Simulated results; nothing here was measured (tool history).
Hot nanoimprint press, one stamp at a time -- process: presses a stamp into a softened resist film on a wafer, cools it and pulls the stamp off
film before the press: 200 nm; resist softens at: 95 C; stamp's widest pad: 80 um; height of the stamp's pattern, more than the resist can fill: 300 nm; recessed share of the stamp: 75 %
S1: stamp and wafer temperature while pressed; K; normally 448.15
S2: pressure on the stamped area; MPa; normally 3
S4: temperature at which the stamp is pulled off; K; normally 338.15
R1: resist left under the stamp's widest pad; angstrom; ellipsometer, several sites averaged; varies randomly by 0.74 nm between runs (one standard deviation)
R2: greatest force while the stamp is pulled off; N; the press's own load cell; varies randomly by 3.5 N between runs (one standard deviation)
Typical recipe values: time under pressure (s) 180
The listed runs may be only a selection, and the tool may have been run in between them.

Run 1, hour 0: usual settings. Result: R1 1211 angstrom, R2 229 N.
Run 2, hour 27.6: usual settings. Result: R1 1214 angstrom, R2 236 N.
Run 3, hour 63.6: usual settings. Result: R1 1232 angstrom, R2 232 N.
Run 4, hour 96.3: usual settings. Result: R1 1223 angstrom, R2 243 N.
Run 5, hour 136.3: usual settings but S4 326.15 K. Result: R1 1232 angstrom, R2 275 N.
At hour 145.8: stamp cleaned and given a new release coat.
Run 6, hour 180.4: usual settings but S4 326.15 K. Result: R1 1244 angstrom, R2 196 N.
Run 7, hour 210.8: usual settings but S4 326.15 K. Result: R1 1234 angstrom, R2 198 N.
Run 8, hour 252.8: usual settings. Result: R1 1238 angstrom, R2 188 N.
Run 9, hour 276: usual settings but S1 438.15 K. Result: R1 1562 angstrom, R2 187 N.
At hour 304.6: plate thermocouple calibrated.
Run 10, hour 316.9: usual settings. Result: R1 1231 angstrom, R2 197 N.
Run 11, hour 339.7: usual settings. Result: R1 1224 angstrom, R2 198 N.
Run 12, hour 383.8: usual settings. Result: R1 1225 angstrom, R2 210 N.
Run 13, hour 423: usual settings. Result: R1 1227 angstrom, R2 209 N.
Run 14, hour 447.6: usual settings. Result: R1 1226 angstrom, R2 206 N.
Run 15, hour 476.2: usual settings. Result: R1 1225 angstrom, R2 220 N.
Run 16, hour 514.1: usual settings but S1 446.15 K, time under pressure (s) 177, S4 325.15 K. Result: R1 1296 angstrom, R2 252 N.
Run 17, hour 532.6: usual settings but S1 446.15 K, S2 2.28 MPa, time under pressure (s) 284, S4 325.15 K. Result: R1 1239 angstrom, R2 255 N.

Run 18, settings as shown, results not yet in. Your forecast:
Run 18, hour 560: usual settings but S4 327.15 K. Result: R1 ?, R2 ?.

Run 18 yielded R1 1245 angstrom, R2 257 N.
If the tool had no hidden condition, the same run with the same run-to-run variation would have returned R1 1205 angstrom, R2 189 N.
